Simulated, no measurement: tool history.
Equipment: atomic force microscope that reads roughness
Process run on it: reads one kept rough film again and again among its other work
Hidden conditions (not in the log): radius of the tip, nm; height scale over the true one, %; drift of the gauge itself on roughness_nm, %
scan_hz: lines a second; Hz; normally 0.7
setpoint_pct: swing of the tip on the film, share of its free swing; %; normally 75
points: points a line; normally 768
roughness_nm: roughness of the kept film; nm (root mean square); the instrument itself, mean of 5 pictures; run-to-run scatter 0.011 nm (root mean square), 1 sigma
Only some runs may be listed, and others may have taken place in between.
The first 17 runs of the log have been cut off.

run    day  scan_hz  setpoint_pct  points  pictures with this tip  hours of work since the height scale was calibrated  roughness_nm
 18  4.896    0.529            69     703                     240                                                  200         1.941
 19  5.196    0.548            70     966                     253                                                  205         1.912
 20  5.567    0.674            82     953                     270                                                  211          1.81
 21  5.833     1.35            78     768                     281                                                  216         1.735
 22  6.054     1.35            74     768                     291                                                  219         1.753
 23  6.358    0.984            82     435                     304                                                  224         1.708
 24  6.633    0.984            57     435                     316                                                  229         1.803
 25  6.967    3.673            57     435                     331                                                  234         1.687
 26  7.283    3.673            57     435                     344                                                  240         1.654
 27  7.608      0.7            88     604                     359                                                  245         1.625
 28  7.908    0.683            57     560                     372                                                  250         1.748
 29  8.238    1.635            57     700                     386                                                  256         1.691
     8.462  -- new tip fitted
 30  8.529    1.635            57     573                       3                                                  260         2.475
 31  8.742    1.298            62     573                      12                                                  264         2.435

Consider 4 possible next runs. They are alternatives, not a sequence: every one starts from the tool as it was left by run 31. What does each give?
  A  8.962    0.574            62     292                      22                                                  268             ?
  B  8.962    2.452            74     257                      22                                                  268             ?
  C  8.962    2.967            71     458                      22                                                  268             ?
  D  8.962    0.613            76     670                      22                                                  268             ?

run  roughness_nm
  A         2.404
  B         2.084
  C         2.126
  D         2.401
The same runs, with their run-to-run variation unchanged, on a tool lacking any hidden condition would have given:
run  roughness_nm
  A         2.495
  B         2.162
  C         2.207
  D         2.492
